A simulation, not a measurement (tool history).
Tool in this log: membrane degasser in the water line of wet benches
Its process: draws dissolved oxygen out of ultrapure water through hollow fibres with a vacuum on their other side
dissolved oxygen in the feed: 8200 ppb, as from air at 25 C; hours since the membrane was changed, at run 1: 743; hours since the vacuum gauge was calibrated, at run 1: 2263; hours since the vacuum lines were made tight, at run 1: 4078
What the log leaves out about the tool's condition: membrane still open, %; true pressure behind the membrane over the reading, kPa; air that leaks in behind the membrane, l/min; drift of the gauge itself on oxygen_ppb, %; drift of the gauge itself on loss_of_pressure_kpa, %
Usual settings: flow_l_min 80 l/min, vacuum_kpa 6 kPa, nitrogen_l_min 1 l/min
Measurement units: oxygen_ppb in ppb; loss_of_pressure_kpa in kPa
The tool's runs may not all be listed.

run    hour  flow_l_min  vacuum_kpa  nitrogen_l_min  hours since the membrane was changed  hours since the vacuum gauge was calibrated  hours since the vacuum lines were made tight  oxygen_ppb  loss_of_pressure_kpa
  1       0          80           6               1                                   743                                         2263                                          4078         490                 29.51
  2    41.8          80           6               1                                   784                                         2305                                          4120       485.7                 29.51
  3      67          80           6               1                                   810                                         2330                                          4145       500.3                 29.57
  4   109.7          80           6               1                                   852                                         2373                                          4188       496.3                 29.73
  5   146.4          80           6               1                                   889                                         2410                                          4224       494.3                 29.64
  6   199.1          80           6               1                                   942                                         2462                                          4277       487.3                 29.63
  7   246.5          80           6               1                                   989                                         2510                                          4325       493.9                 29.94
  8   275.8          80           6               1                                  1018                                         2539                                          4354       498.1                 29.72
  9     327          80           6               1                                  1070                                         2590                                          4405         491                 29.55
 10   359.7          80           6               1                                  1102                                         2623                                          4438       486.3                    30
 11   400.6          80       11.28               1                                  1143                                         2664                                          4479      1109.3                 30.01
 12   445.3          80       11.28               1                                  1188                                         2709                                          4523      1098.2                 29.95
 13   485.5          80       11.28               1                                  1228                                         2749                                          4563      1102.7                 29.84
 14   526.5          80           6               1                                  1269                                         2790                                          4604       497.5                 29.87
 15   566.1          80           6               1                                  1309                                         2829                                          4644       494.8                 29.72
 16     613          80           6               1                                  1356                                         2876                                          4691       502.4                 30.08
 17   643.8          67        4.58            2.38                                  1386                                         2907                                          4722       192.8                 25.17
 18   667.6          67        4.58            2.38                                  1410                                         2931                                          4746       194.7                 25.21
 19     716          80       10.32            0.41                                  1459                                         2979                                          4794      1516.9                 30.15
 20   741.1          60        6.67            0.62                                  1484                                         3004                                          4819       592.9                 22.54
 21   776.4          60        6.67            0.62                                  1519                                         3040                                          4854       586.7                 22.57
 22   823.2          60        6.67            0.62                                  1566                                         3087                                          4901       591.9                 22.42
 23   856.5          60        6.67            0.62                                  1599                                         3120                                          4935       593.4                 22.63
 24   879.4          60        6.67            0.62                                  1622                                         3143                                          4957         590                 22.61
 25   924.2          60        7.27            2.66                                  1667                                         3188                                          5002       292.9                 22.67
 26   948.4          60        7.27            2.66                                  1691                                         3212                                          5026       287.2                  22.9
 27   970.6          60        7.27            2.66                                  1713                                         3234                                          5049       291.8                 22.73
 28  1022.9          73           6            0.56                                  1765                                         3286                                          5101       606.7                 27.67
     1066.7  -- seals of the vacuum lines changed
 29  1068.7         114       10.38            0.56                                  1809                                         3330                                             2        1650                 43.01
 30  1099.6         114       10.38            0.56                                  1840                                         3361                                            33      1638.3                 43.05
     1130.4  -- gauge calibrated
 31  1133.6          92           6            0.57                                  1874                                         3395                                            67       702.6                 33.95
 32  1182.2          80        5.14            0.97                                  1923                                         3443                                           116       393.2                 29.39

Subtracting, for every run, the result it would have given without the tool's unlogged condition from the measured result gives the following. The same run-to-run variation enters both numbers; the gauge's scatter may not:
run  loss_of_pressure_kpa
  1                    +0
  2                 +0.04
  3                 +0.05
  4                 +0.09
  5                 +0.12
  6                 +0.16
  7                  +0.2
  8                 +0.22
  9                 +0.26
 10                 +0.29
 11                 +0.32
 12                 +0.35
 13                 +0.38
 14                 +0.42
 15                 +0.45
 16                 +0.49
 17                 +0.42
 18                 +0.44
 19                 +0.57
 20                 +0.44
 21                 +0.46
 22                 +0.49
 23                 +0.51
 24                 +0.52
 25                 +0.55
 26                 +0.56
 27                 +0.57
 28                 +0.73
 29                 +1.19
 30                 +1.24
 31                 +0.02
 32                 +0.05
oxygen_ppb: within 0.7 ppb of the measured result in every run.
